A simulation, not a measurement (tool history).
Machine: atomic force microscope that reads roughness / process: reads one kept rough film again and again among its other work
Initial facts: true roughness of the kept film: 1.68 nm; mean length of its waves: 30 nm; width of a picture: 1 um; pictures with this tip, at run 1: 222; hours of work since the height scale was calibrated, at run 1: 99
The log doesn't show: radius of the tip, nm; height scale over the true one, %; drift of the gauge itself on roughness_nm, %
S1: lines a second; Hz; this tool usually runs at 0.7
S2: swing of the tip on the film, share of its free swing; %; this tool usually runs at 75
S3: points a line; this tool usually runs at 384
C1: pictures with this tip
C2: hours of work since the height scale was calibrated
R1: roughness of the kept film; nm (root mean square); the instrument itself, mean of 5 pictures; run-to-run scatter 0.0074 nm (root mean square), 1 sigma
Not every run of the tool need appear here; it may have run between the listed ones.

run	day	S1	S2	S3	C1	C2	R1
1	0	0.7	75	384	222	99	1.557
2	1.946	0.7	75	384	306	136	1.557
# day 2.588: new tip fitted
3	3.604	1.16	75	384	44	167	1.553
4	6.175	0.7	75	384	154	216	1.559
5	8.762	0.7	75	384	266	266	1.564
# day 10.267: new tip fitted
6	10.467	0.7	75	384	9	298	1.547
7	12.538	0.7	75	384	98	337	1.559
8	14.288	0.7	75	384	173	371	1.546
9	16.242	0.7	75	384	257	408	1.563
10	17.846	0.7	74	384	326	438	1.546
# day 18.079: new tip fitted
11	20.283	0.7	74	384	94	485	1.56
12	21.888	0.7	74	384	163	515	1.562
13	23.008	0.7	74	384	212	537	1.551
14	24.904	3.363	74	384	293	573	1.478
# day 25.862: new tip fitted
15	27.45	3.363	74	384	68	621	1.483
16	29.446	0.709	78	587	154	659	1.546
17	30.779	0.709	78	908	211	684	1.564
18	32.217	2.056	68	384	273	712	1.518
19	33.296	2.056	68	384	319	733	1.523
# day 33.717: new tip fitted
20	34.725	0.7	75	862	43	759	1.576
21	36.717	0.961	90	384	129	797	1.508
22	39.083	3.248	56	651	230	843	1.56
23	40.829	2.303	75	384	306	876	1.499

Forecast each of these 4 alternatives for the next run:
# day 41.479: new tip fitted
A	42.554	2.303	75	735	46	908	?
# day 41.479: new tip fitted
B	42.554	1.676	65	369	46	908	?
# day 41.479: new tip fitted
C	42.554	2.379	74	331	46	908	?
# day 41.479: new tip fitted
D	42.554	0.559	67	539	46	908	?

run	R1
A	1.514
B	1.55
C	1.5
D	1.576
What these runs would have given with no unlogged condition in the tool:
run	R1
A	1.515
B	1.551
C	1.501
D	1.577
